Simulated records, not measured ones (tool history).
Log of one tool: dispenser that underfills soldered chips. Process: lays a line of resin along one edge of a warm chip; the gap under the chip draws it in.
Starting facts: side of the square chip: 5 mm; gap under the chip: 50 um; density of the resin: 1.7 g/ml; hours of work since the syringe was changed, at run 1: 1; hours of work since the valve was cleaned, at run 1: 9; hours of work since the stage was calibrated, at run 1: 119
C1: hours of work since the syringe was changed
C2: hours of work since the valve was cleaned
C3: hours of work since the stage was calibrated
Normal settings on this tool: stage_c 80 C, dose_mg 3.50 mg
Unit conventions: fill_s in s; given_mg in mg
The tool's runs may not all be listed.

{"run": 1, "hour": 0.0, "stage_c": 80, "dose_mg": 3.5, "C1": 1, "C2": 9, "C3": 119, "fill_s": 24.2, "given_mg": 3.39}
{"hour": 10.5, "done": "new syringe of resin"}
{"run": 2, "hour": 10.7, "stage_c": 80, "dose_mg": 3.49, "C1": 0, "C2": 17, "C3": 126, "fill_s": 23.1, "given_mg": 3.49}
{"hour": 22.6, "done": "new syringe of resin"}
{"run": 3, "hour": 23.3, "stage_c": 80, "dose_mg": 3.08, "C1": 1, "C2": 25, "C3": 135, "fill_s": 24.4, "given_mg": 3.01}
{"hour": 35.3, "done": "new syringe of resin"}
{"run": 4, "hour": 36.5, "stage_c": 80, "dose_mg": 3.5, "C1": 1, "C2": 35, "C3": 144, "fill_s": 23.8, "given_mg": 3.42}
{"run": 5, "hour": 44.1, "stage_c": 80, "dose_mg": 3.5, "C1": 6, "C2": 40, "C3": 150, "fill_s": 33.5, "given_mg": 3.38}
{"hour": 47.0, "done": "new syringe of resin"}
{"run": 6, "hour": 54.6, "stage_c": 80, "dose_mg": 3.5, "C1": 5, "C2": 47, "C3": 157, "fill_s": 32.6, "given_mg": 3.29}
{"hour": 59.9, "done": "new syringe of resin"}
{"run": 7, "hour": 67.0, "stage_c": 80, "dose_mg": 3.5, "C1": 5, "C2": 56, "C3": 166, "fill_s": 31.7, "given_mg": 3.26}
{"hour": 71.7, "done": "new syringe of resin"}
{"run": 8, "hour": 77.4, "stage_c": 80, "dose_mg": 3.5, "C1": 4, "C2": 63, "C3": 173, "fill_s": 30.2, "given_mg": 3.31}
{"hour": 83.4, "done": "new syringe of resin"}
{"run": 9, "hour": 90.1, "stage_c": 93, "dose_mg": 3.5, "C1": 5, "C2": 72, "C3": 182, "fill_s": 19.0, "given_mg": 3.37}
{"hour": 95.4, "done": "new syringe of resin"}
{"run": 10, "hour": 99.5, "stage_c": 93, "dose_mg": 3.5, "C1": 3, "C2": 79, "C3": 188, "fill_s": 17.0, "given_mg": 3.33}
{"hour": 107.3, "done": "new syringe of resin"}
{"run": 11, "hour": 111.9, "stage_c": 93, "dose_mg": 3.5, "C1": 3, "C2": 87, "C3": 197, "fill_s": 17.4, "given_mg": 3.22}
{"hour": 119.8, "done": "new syringe of resin"}
{"run": 12, "hour": 124.3, "stage_c": 93, "dose_mg": 3.88, "C1": 3, "C2": 96, "C3": 206, "fill_s": 17.1, "given_mg": 3.59}
{"hour": 131.6, "done": "new syringe of resin"}
{"run": 13, "hour": 137.7, "stage_c": 80, "dose_mg": 3.5, "C1": 4, "C2": 106, "C3": 215, "fill_s": 31.5, "given_mg": 3.2}
{"hour": 143.9, "done": "new syringe of resin"}
{"run": 14, "hour": 144.2, "stage_c": 80, "dose_mg": 3.5, "C1": 0, "C2": 110, "C3": 219, "fill_s": 24.0, "given_mg": 3.13}
{"run": 15, "hour": 151.1, "stage_c": 80, "dose_mg": 3.44, "C1": 5, "C2": 115, "C3": 224, "fill_s": 31.7, "given_mg": 3.14}
{"hour": 156.1, "done": "new syringe of resin"}
{"run": 16, "hour": 164.2, "stage_c": 80, "dose_mg": 3.5, "C1": 6, "C2": 124, "C3": 234, "fill_s": 32.7, "given_mg": 3.07}
{"hour": 167.8, "done": "new syringe of resin"}
{"run": 17, "hour": 173.1, "stage_c": 80, "dose_mg": 4.0, "C1": 4, "C2": 130, "C3": 240, "fill_s": 29.4, "given_mg": 3.58}
{"hour": 179.9, "done": "new syringe of resin"}
{"hour": 182.9, "done": "dispensing valve cleaned and set on the balance"}
{"run": 18, "hour": 186.2, "stage_c": 80, "dose_mg": 4.0, "C1": 4, "C2": 2, "C3": 248, "fill_s": 28.6, "given_mg": 3.94}
{"hour": 192.9, "done": "new syringe of resin"}
{"run": 19, "hour": 198.8, "stage_c": 87, "dose_mg": 3.63, "C1": 4, "C2": 11, "C3": 257, "fill_s": 24.4, "given_mg": 3.63}
{"hour": 204.9, "done": "new syringe of resin"}
{"run": 20, "hour": 212.2, "stage_c": 85, "dose_mg": 3.19, "C1": 5, "C2": 21, "C3": 266, "fill_s": 27.1, "given_mg": 3.17}
{"hour": 217.4, "done": "new syringe of resin"}
{"run": 21, "hour": 221.3, "stage_c": 69, "dose_mg": 3.57, "C1": 3, "C2": 27, "C3": 273, "fill_s": 43.3, "given_mg": 3.59}
{"run": 22, "hour": 227.8, "stage_c": 90, "dose_mg": 4.15, "C1": 7, "C2": 32, "C3": 277, "fill_s": 25.2, "given_mg": 4.03}
{"hour": 229.9, "done": "new syringe of resin"}
{"run": 23, "hour": 237.7, "stage_c": 82, "dose_mg": 3.6, "C1": 6, "C2": 38, "C3": 284, "fill_s": 30.9, "given_mg": 3.5}
{"hour": 241.9, "done": "new syringe of resin"}
{"run": 24, "hour": 250.6, "stage_c": 80, "dose_mg": 3.79, "C1": 6, "C2": 47, "C3": 293, "fill_s": 34.4, "given_mg": 3.69}
{"hour": 254.7, "done": "new syringe of resin"}
{"run": 25, "hour": 260.6, "stage_c": 78, "dose_mg": 4.46, "C1": 4, "C2": 54, "C3": 300, "fill_s": 33.6, "given_mg": 4.24}
{"hour": 266.9, "done": "new syringe of resin"}
{"run": 26, "hour": 274.8, "stage_c": 78, "dose_mg": 4.46, "C1": 6, "C2": 64, "C3": 310, "fill_s": 35.2, "given_mg": 4.2}
{"hour": 279.5, "done": "new syringe of resin"}
{"run": 27, "hour": 283.0, "stage_c": 83, "dose_mg": 3.08, "C1": 3, "C2": 70, "C3": 316, "fill_s": 26.0, "given_mg": 2.85}
{"hour": 291.6, "done": "new syringe of resin"}
{"run": 28, "hour": 292.8, "stage_c": 83, "dose_mg": 3.08, "C1": 1, "C2": 77, "C3": 323, "fill_s": 23.2, "given_mg": 2.9}
{"hour": 304.4, "done": "new syringe of resin"}
{"run": 29, "hour": 306.5, "stage_c": 73, "dose_mg": 3.94, "C1": 2, "C2": 86, "C3": 332, "fill_s": 34.9, "given_mg": 3.51}
{"hour": 316.1, "done": "new syringe of resin"}
{"run": 30, "hour": 317.8, "stage_c": 73, "dose_mg": 3.56, "C1": 1, "C2": 94, "C3": 340, "fill_s": 34.3, "given_mg": 3.32}
{"hour": 328.2, "done": "new syringe of resin"}
{"run": 31, "hour": 331.2, "stage_c": 78, "dose_mg": 3.64, "C1": 2, "C2": 104, "C3": 350, "fill_s": 30.5, "given_mg": 3.33}
{"hour": 340.7, "done": "new syringe of resin"}
{"run": 32, "hour": 345.9, "stage_c": 78, "dose_mg": 3.64, "C1": 4, "C2": 114, "C3": 360, "fill_s": 32.1, "given_mg": 3.23}
{"hour": 353.0, "done": "new syringe of resin"}
{"run": 33, "hour": 353.0, "stage_c": 82, "dose_mg": 3.74, "C1": 0, "C2": 119, "C3": 365, "fill_s": 22.2, "given_mg": 3.37}
{"run": 34, "hour": 361.3, "stage_c": 84, "dose_mg": 4.42, "C1": 6, "C2": 125, "C3": 371, "fill_s": 28.7, "given_mg": 3.82}

Predict each of these 3 candidate next runs independently; none follows another, all start after run 34:
{"hour": 365.2, "done": "new syringe of resin"}
{"run": "A", "hour": 368.9, "stage_c": 80, "dose_mg": 3.93, "C1": 3, "C2": 130, "C3": 376, "fill_s": "?", "given_mg": "?"}
{"hour": 365.2, "done": "new syringe of resin"}
{"run": "B", "hour": 368.9, "stage_c": 70, "dose_mg": 3.38, "C1": 3, "C2": 130, "C3": 376, "fill_s": "?", "given_mg": "?"}
{"hour": 365.2, "done": "new syringe of resin"}
{"run": "C", "hour": 368.9, "stage_c": 70, "dose_mg": 4.28, "C1": 3, "C2": 130, "C3": 376, "fill_s": "?", "given_mg": "?"}

run=A fill_s=28.2 given_mg=3.43
run=B fill_s=43.3 given_mg=2.98
run=C fill_s=41.3 given_mg=3.76
Had the tool no hidden state, the same runs would have come out as:
run=A fill_s=21.5 given_mg=3.91
run=B fill_s=32.3 given_mg=3.39
run=C fill_s=31.4 given_mg=4.28

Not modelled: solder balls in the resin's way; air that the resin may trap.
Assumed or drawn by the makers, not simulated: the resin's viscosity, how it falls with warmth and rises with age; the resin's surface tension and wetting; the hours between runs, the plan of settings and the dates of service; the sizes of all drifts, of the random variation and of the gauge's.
